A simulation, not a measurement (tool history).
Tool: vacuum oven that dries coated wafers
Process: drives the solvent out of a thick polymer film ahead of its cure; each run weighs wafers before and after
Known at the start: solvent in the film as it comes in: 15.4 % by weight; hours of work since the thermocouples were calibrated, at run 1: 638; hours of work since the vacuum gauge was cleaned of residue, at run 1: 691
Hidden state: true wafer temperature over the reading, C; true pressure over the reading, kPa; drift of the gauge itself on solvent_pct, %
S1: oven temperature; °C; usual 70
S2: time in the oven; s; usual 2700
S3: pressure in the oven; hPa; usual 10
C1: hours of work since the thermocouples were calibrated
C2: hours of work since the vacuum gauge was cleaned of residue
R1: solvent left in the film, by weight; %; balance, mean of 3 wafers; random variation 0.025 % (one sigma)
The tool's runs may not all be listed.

run,day,S1,S2,S3,C1,C2,R1
1,0,70,2700,10,638,691,2.9
2,1.454,70,2700,10,655,708,2.9
3,2.712,70,2700,10,670,722,2.91
4,3.529,64,2700,10,679,731,5.1
5,4.304,70,2700,10,688,740,2.9
6,5.379,70,2700,5.1,700,753,2.82
7,6.567,70,2700,5.1,714,766,2.81
8,7.821,70,2700,5.1,729,781,2.85
9,9.029,70,2700,10,742,795,2.99
10,9.758,70,2700,7.4,751,803,2.89
11,11.225,70,2700,7.4,768,820,2.95
12,12.692,70,2700,7.4,785,837,2.88
13,14.392,70,2700,10,804,857,2.97
14,15.388,70,2700,12.7,816,868,3.03
15,16.321,70,2700,12.7,827,879,3.05
16,17.958,70,2700,10,845,898,2.96
17,19.404,70,2700,10,862,914,2.98
18,20.571,70,2700,10,876,928,3.02
19,21.654,65,2700,10,888,940,4.79
20,23.225,70,2700,22.6,906,958,3.3
21,24,58,2700,16.3,915,967,7.54
22,24.971,58,2700,16.3,926,979,7.57
23,26.625,58,2700,16.3,945,998,7.6
# day 27.154: vacuum gauge cleaned of residue and calibrated
24,27.408,58,2700,16.3,954,3,7.54
25,28.371,75,1860,8.2,965,14,2.82
26,29.142,74,4260,27.1,974,23,1.05
# day 29.304: oven's thermocouples calibrated
27,30.542,74,4260,27.1,14,38,1.1
28,32.042,69,4260,27.1,32,55,2.09
29,33.608,64,4260,27.1,50,73,3.72
30,35.275,64,4260,27.1,69,93,3.71
31,36.475,70,3720,10.1,83,107,1.84
32,37.35,70,3720,10.1,93,117,1.84
# day 38.988: oven's thermocouples calibrated, once more
33,38.988,65,3720,8.3,0,134,3.08
34,40.162,70,3540,10,14,148,1.75
35,41.667,69,2280,10,31,165,3.79
36,42.717,69,2280,10,43,177,3.87
37,43.942,69,2280,10,57,192,3.84
38,45.229,74,2700,23.7,72,206,1.88
39,46.871,74,2700,23.7,91,225,1.89

How the hidden state differs across the entries between the runs, from the last listed run before each to the first after it:
Between runs 23 and 24: vacuum gauge cleaned of residue and calibrated (day 27.154)
  true wafer temperature over the reading, C: -0.88 -> -0.89; true pressure over the reading, kPa: 0.228 -> -0.005
  measured less the result without the state, R1: +0.37 -> +0.31 %
Between runs 26 and 27: oven's thermocouples calibrated (day 29.304)
  true wafer temperature over the reading, C: -0.92 -> -1.04; true pressure over the reading, kPa: -0.001 -> 0.003
  measured less the result without the state, R1: +0.12 -> +0.14 %
Between runs 32 and 33: oven's thermocouples calibrated, once more (day 38.988)
  true wafer temperature over the reading, C: -1.14 -> -0.16; true pressure over the reading, kPa: 0.021 -> 0.025
  measured less the result without the state, R1: +0.3 -> +0.06 %
